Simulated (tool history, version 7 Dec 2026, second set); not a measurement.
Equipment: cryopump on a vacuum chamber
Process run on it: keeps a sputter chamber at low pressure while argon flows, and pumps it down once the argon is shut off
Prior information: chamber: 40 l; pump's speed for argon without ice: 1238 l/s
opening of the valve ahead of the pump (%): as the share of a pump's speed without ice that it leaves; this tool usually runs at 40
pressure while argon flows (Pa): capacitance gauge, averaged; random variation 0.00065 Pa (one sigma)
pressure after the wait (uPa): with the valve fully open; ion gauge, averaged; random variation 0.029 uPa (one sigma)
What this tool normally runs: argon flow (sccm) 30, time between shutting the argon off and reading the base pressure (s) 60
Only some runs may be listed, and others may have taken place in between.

run	hour	argon flow (sccm)	time between shutting the argon off and reading the base pressure (s)	opening of the valve ahead of the pump (%)	pressure while argon flows (Pa)	pressure after the wait (uPa)
1	0.0	30	60	40	0.1052	2.21
2	45.6	30	60	40	0.1062	2.24
3	71.7	30	60	40	0.1071	2.24
4	135.5	30	60	40	0.1072	2.38
5	179.5	30	60	40	0.1043	2.34
6	235.3	30	60	45	0.0952	2.51
7	268.0	30	60	45	0.0956	2.60
8	316.2	30	81	45	0.0954	2.26
9	377.5	30	28	40	0.1068	4.08
10	439.2	30	60	40	0.1076	2.78
11	489.9	30	226	40	0.1077	1.90
12	550.5	30	226	40	0.1081	1.98
13	596.5	30	60	35	0.1229	2.92
14	655.9	30	60	40	0.1095	3.07
15	692.4	30	60	40	0.1085	3.04
16	733.1	30	60	18	0.2364	3.06
17	764.6	30	60	18	0.2352	3.12
18	796.7	17	21	17	0.1399	5.45
19	825.6	42	126	34	0.1797	2.63
20	861.4	42	126	34	0.1787	2.65
21	887.6	13	126	34	0.0558	2.76
22	940.8	13	126	34	0.0557	2.75
23	1000.0	14	67	26	0.0782	3.31
24	1044.7	15	147	21	0.1016	2.77
25	1109.3	15	147	21	0.1018	2.92
26	1140.0	15	147	21	0.1022	2.91
27	1201.0	15	147	21	0.1022	3.00
28	1265.4	15	147	21	0.1019	3.11
29	1301.9	15	147	21	0.1025	3.08
30	1344.3	28	51	15	0.2652	4.12
31	1385.5	16	25	44	0.0555	5.86
32	1447.4	16	25	44	0.0564	5.90
33	1473.9	43	60	55	0.1225	4.31
34	1512.9	37	24	44	0.1285	6.00

Predict each of these 4 candidate next runs independently; none follows another, all start after run 34:
A	1573.0	37	175	44	?	?
B	1573.0	16	60	40	?	?
C	1573.0	30	297	40	?	?
D	1573.0	30	24	35	?	?

run	pressure while argon flows (Pa)	pressure after the wait (uPa)
A	0.1301	3.59
B	0.0607	4.30
C	0.1145	3.40
D	0.1294	6.31
Take away the tool's hidden state, keep each run's random variation, and the runs would have read:
run	pressure while argon flows (Pa)	pressure after the wait (uPa)
A	0.1156	0.65
B	0.0545	1.41
C	0.1027	0.48
D	0.1176	3.30
